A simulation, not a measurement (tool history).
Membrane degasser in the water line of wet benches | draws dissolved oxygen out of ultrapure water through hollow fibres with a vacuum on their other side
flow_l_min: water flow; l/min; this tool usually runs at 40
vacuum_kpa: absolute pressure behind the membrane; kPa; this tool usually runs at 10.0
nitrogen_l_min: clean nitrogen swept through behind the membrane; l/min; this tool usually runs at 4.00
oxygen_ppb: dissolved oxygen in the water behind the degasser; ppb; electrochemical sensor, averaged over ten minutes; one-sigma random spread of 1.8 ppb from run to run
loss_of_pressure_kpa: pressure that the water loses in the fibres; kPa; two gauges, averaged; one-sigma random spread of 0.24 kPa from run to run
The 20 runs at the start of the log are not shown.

run	hour	flow_l_min	vacuum_kpa	nitrogen_l_min	hours since the membrane was changed	hours since the vacuum gauge was calibrated	hours since the vacuum lines were made tight	oxygen_ppb	loss_of_pressure_kpa
# hour 4249.7: vacuum gauge calibrated
21	4419.2	33	9.0	7.70	12813	169	390	84.3	56.16
22	4552.9	30	11.6	7.70	12947	303	523	98.7	51.04
23	4780.9	40	22.1	4.00	13175	531	751	457.2	68.53
24	5021.7	40	22.1	4.00	13416	772	992	458.6	68.59
25	5149.8	40	22.1	4.00	13544	900	1120	457.5	68.41
26	5433.4	40	22.1	4.00	13827	1184	1404	461.2	68.38
27	5677.8	40	22.1	4.00	14072	1428	1648	465.7	68.38
28	5869.3	57	10.0	3.04	14263	1620	1840	364.1	98.06
29	6104.3	57	10.0	5.27	14498	1855	2075	256.9	97.84
30	6362.3	31	13.8	3.76	14756	2113	2333	225.0	53.47
31	6634.0	37	10.0	3.22	15028	2384	2604	215.5	63.75
32	6931.6	55	10.0	4.00	15325	2682	2902	293.5	95.47
33	7064.9	59	10.0	4.55	15459	2815	3035	292.4	101.61

Alternative continuations, all from the tool just after run 33; predict every row:
A	7311.7	34	23.9	5.02	15706	3062	3282	?	?
B	7311.7	40	6.0	4.00	15706	3062	3282	?	?
C	7311.7	40	10.0	2.39	15706	3062	3282	?	?

run	oxygen_ppb	loss_of_pressure_kpa
A	352.2	58.98
B	109.7	69.19
C	295.9	69.39
With the hidden condition removed and each run's random variation left untouched, the same runs would have given:
run	oxygen_ppb	loss_of_pressure_kpa
A	338.4	53.45
B	89.8	62.66
C	275.3	62.88
